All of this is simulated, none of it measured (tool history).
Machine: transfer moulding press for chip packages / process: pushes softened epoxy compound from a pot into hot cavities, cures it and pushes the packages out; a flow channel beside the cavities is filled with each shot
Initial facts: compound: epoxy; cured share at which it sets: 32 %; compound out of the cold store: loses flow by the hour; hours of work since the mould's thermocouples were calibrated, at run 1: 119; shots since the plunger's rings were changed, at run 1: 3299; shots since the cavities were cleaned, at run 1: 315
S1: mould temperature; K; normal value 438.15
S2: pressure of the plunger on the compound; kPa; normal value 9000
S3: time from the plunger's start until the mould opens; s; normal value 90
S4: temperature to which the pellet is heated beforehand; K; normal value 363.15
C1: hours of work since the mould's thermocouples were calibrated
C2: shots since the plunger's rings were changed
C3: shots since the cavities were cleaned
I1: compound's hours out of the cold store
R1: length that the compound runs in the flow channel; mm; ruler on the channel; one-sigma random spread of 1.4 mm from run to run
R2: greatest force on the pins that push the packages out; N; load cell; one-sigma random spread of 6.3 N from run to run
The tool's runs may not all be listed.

{"run": 1, "hour": 0.0, "S1": 438.15, "S2": 9000, "S3": 90, "S4": 363.15, "C1": 119, "C2": 3299, "C3": 315, "I1": 23.2, "R1": 578, "R2": 360}
{"run": 2, "hour": 26.6, "S1": 438.15, "S2": 9000, "S3": 90, "S4": 363.15, "C1": 132, "C2": 3529, "C3": 545, "I1": 9.1, "R1": 622, "R2": 395}
{"hour": 44.8, "done": "cavities cleaned with cleaning compound and waxed"}
{"run": 3, "hour": 54.4, "S1": 438.15, "S2": 9000, "S3": 90, "S4": 363.15, "C1": 144, "C2": 3756, "C3": 82, "I1": 41.5, "R1": 522, "R2": 279}
{"run": 4, "hour": 75.9, "S1": 438.15, "S2": 9000, "S3": 90, "S4": 363.15, "C1": 154, "C2": 3942, "C3": 268, "I1": 43.2, "R1": 518, "R2": 327}
{"run": 5, "hour": 100.6, "S1": 438.15, "S2": 9000, "S3": 90, "S4": 363.15, "C1": 166, "C2": 4156, "C3": 482, "I1": 31.3, "R1": 549, "R2": 370}
{"run": 6, "hour": 112.5, "S1": 438.15, "S2": 9000, "S3": 90, "S4": 363.15, "C1": 172, "C2": 4258, "C3": 584, "I1": 17, "R1": 589, "R2": 387}
{"hour": 126.7, "done": "cavities cleaned with cleaning compound and waxed"}
{"run": 7, "hour": 137.7, "S1": 438.15, "S2": 9000, "S3": 90, "S4": 363.15, "C1": 183, "C2": 4464, "C3": 96, "I1": 23, "R1": 569, "R2": 297}
{"run": 8, "hour": 154.9, "S1": 438.15, "S2": 9000, "S3": 90, "S4": 363.15, "C1": 191, "C2": 4612, "C3": 244, "I1": 35.1, "R1": 534, "R2": 312}
{"run": 9, "hour": 181.5, "S1": 438.15, "S2": 9000, "S3": 90, "S4": 363.15, "C1": 204, "C2": 4842, "C3": 474, "I1": 29.4, "R1": 551, "R2": 390}
{"run": 10, "hour": 196.5, "S1": 438.15, "S2": 9000, "S3": 90, "S4": 363.15, "C1": 211, "C2": 4971, "C3": 603, "I1": 19.6, "R1": 579, "R2": 384}
{"hour": 200.3, "done": "mould's thermocouples calibrated"}
{"hour": 210.6, "done": "cavities cleaned with cleaning compound and waxed"}
{"run": 11, "hour": 218.1, "S1": 431.15, "S2": 6960, "S3": 79, "S4": 367.15, "C1": 8, "C2": 5129, "C3": 65, "I1": 38.5, "R1": 478, "R2": 479}
{"run": 12, "hour": 229.6, "S1": 431.15, "S2": 6960, "S3": 79, "S4": 367.15, "C1": 13, "C2": 5228, "C3": 164, "I1": 26, "R1": 509, "R2": 557}
{"run": 13, "hour": 241.8, "S1": 431.15, "S2": 8600, "S3": 79, "S4": 368.15, "C1": 19, "C2": 5333, "C3": 269, "I1": 19.1, "R1": 587, "R2": 633}
{"run": 14, "hour": 256.4, "S1": 431.15, "S2": 8600, "S3": 79, "S4": 368.15, "C1": 26, "C2": 5459, "C3": 395, "I1": 32, "R1": 546, "R2": 670}
{"hour": 269.2, "done": "mould's thermocouples calibrated, once more"}
{"hour": 271.7, "done": "plunger's sealing rings changed"}
{"run": 15, "hour": 282.4, "S1": 440.15, "S2": 8600, "S3": 79, "S4": 364.15, "C1": 5, "C2": 92, "C3": 581, "I1": 47.5, "R1": 506, "R2": 409}
{"hour": 296.7, "done": "cavities cleaned with cleaning compound and waxed"}
{"run": 16, "hour": 298.2, "S1": 438.15, "S2": 8240, "S3": 90, "S4": 368.15, "C1": 12, "C2": 216, "C3": 13, "I1": 10, "R1": 609, "R2": 259}
{"run": 17, "hour": 315.1, "S1": 442.15, "S2": 10200, "S3": 122, "S4": 363.15, "C1": 20, "C2": 362, "C3": 159, "I1": 24.7, "R1": 615, "R2": 285}
{"run": 18, "hour": 338.5, "S1": 441.15, "S2": 10630, "S3": 97, "S4": 358.15, "C1": 31, "C2": 564, "C3": 361, "I1": 47.1, "R1": 561, "R2": 329}

Some steps in R1 between neighbouring runs. How much of each would the tool show without its hidden state too (settings, what came in, random variation), and how much is left for the hidden state, with any gauge scatter that isn't in both results?
Hidden conditions of the tool in this case: true mould temperature over the reading, C; pressure that reaches the compound, % of what is set; grip of the stained cavities, % over clean ones'; drift of the gauge itself on flow_mm, %; drift of the gauge itself on push_out_n, %.
Run 14 -> 15: S1 431.15 -> 440.15, S4 368.15 -> 364.15, mould's thermocouples calibrated, once more, plunger's sealing rings changed. R1 -40 mm: hidden state +30, all else -70.
Run 15 -> 16: S1 440.15 -> 438.15, S2 8600 -> 8240, S3 79 -> 90, S4 364.15 -> 368.15, cavities cleaned with cleaning compound and waxed. R1 +103 mm: hidden state -2, all else +105.
